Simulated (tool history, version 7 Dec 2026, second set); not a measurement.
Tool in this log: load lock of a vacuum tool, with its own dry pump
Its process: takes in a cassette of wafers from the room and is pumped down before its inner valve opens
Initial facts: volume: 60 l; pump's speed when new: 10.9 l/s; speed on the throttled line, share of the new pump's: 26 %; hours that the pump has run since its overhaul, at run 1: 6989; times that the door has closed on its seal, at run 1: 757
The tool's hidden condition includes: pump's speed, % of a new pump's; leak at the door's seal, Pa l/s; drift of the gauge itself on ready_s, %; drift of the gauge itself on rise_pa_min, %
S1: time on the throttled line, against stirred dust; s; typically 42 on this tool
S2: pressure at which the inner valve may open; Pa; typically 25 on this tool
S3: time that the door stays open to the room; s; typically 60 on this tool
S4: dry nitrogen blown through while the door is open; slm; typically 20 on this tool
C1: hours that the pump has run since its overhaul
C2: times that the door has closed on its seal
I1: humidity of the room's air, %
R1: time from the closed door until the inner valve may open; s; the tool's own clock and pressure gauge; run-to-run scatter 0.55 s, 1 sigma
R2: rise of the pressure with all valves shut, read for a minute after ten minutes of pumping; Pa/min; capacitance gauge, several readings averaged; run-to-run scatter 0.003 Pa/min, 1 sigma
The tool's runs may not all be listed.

run    hour  S1  S2   S3  S4     C1     C2    I1     R1     R2
  1       0  42  25   60  20   6989    757  42.7   79.9  0.026
  2   118.3  42  25   60   9   7108    998    47   80.3   0.04
  3   208.4  42  25   60   9   7198   1181  50.1   80.1  0.037
  4   354.7  42  25   60   9   7344   1478  42.8   80.4  0.035
  5   535.8  42  25   60   9   7525   1846  43.8   80.7  0.038
  6   667.1  42  25   60  20   7656   2112  47.5   81.4  0.034
  7     846  23  25   60  20   7835   2476  45.1   67.2  0.034
  8   996.7  23  25   60  20   7986   2782  46.1   67.5  0.039
  9  1123.8  42  25   60  33   8113   3040  46.4     81   0.03
 10  1304.2  42  25   60  20   8294   3406  42.8   80.6  0.038
 11  1429.7  42  25   60  20   8419   3661  46.7   79.4  0.038
 12  1537.3  42  25   60  20   8527   3880  42.8   81.9  0.037
 13  1654.3  42  25   60  20   8644   4118    44   81.2  0.036
 14  1775.1  42  25   60  20   8765   4363  44.9   81.6  0.038
 15  1893.9  42  25   60  20   8883   4604  44.2   81.4  0.043
 16  2058.8  42  25   60  20   9048   4939    45   81.8  0.043
 17  2220.1  32  25   60  20   9210   5267  49.8   73.7  0.055
 18  2338.2  40  25   60  20   9328   5507    43     81   0.05
 19  2427.5  42  25  141  20   9417   5688  43.2   81.7  0.058
 20  2562.4  42  25  141  20   9552   5962  43.5   81.6  0.059
 21    2756  42  25   76   5   9745   6355  43.5   81.8  0.068
 22  2898.2  42  31   76   5   9888   6644  44.8     80  0.069
 23    2987  31  46   43   5   9976   6824  47.3   71.4  0.059
 24  3101.3  31  46   43   5  10091   7057  46.7   71.6  0.064
 25  3270.3  63  44  202  35  10260   7400  42.2   92.8  0.063
 26  3379.3  42  25   36  20  10369   7621  44.8   82.4  0.049
     3512.2  -- dry pump taken out, an overhauled one fitted
 27  3568.1  35  32  174  32     56   7993  46.1     70  0.073
 28  3651.7  54  32  205  32    140   8163  46.7   83.7   0.08
 29  3740.2  61  32  120  25    228   8342  42.1   90.9  0.068
 30  3875.9  71  43   60  41    364   8618  44.5   95.5  0.055
 31    4017  78  43  184   5    505   8904  40.4  100.7    0.1
 32  4194.6  78  43  184   5    682   9265  43.3  100.9  0.109
 33  4382.1  39  25  102  19    870   9646  41.3   75.8  0.073
 34  4554.7  39  25  102  19   1043   9997    44   74.7  0.084
 35  4729.4  76  37  102  19   1217  10351  40.7   99.8  0.082
 36  4857.7  76  37  102  19   1346  10612  48.1  100.9  0.087
 37  4999.5  76  37  102  19   1487  10900  49.2    100   0.09

Each run again, without the hidden state but with its own random variation kept:
run     R1     R2
  1   76.5  0.023
  2   76.8  0.035
  3   76.6  0.032
  4   76.8  0.029
  5     77  0.031
  6   77.6  0.025
  7   62.7  0.024
  8     63  0.028
  9     77  0.017
 10   76.5  0.024
 11   75.3  0.023
 12   77.6  0.021
 13   76.9  0.019
 14   77.1   0.02
 15   76.8  0.023
 16   77.2  0.021
 17   68.6  0.032
 18   76.1  0.025
 19   76.9  0.034
 20   76.7  0.032
 21   76.8   0.04
 22     75  0.038
 23   66.2  0.028
 24   66.4  0.031
 25   88.7  0.029
 26   76.9  0.014
 27   70.2  0.035
 28   83.8  0.041
 29   90.9  0.029
 30   95.4  0.013
 31  100.6  0.056
 32  100.8  0.063
 33   75.5  0.025
 34   74.3  0.034
 35   99.5   0.03
 36  100.5  0.033
 37   99.6  0.034
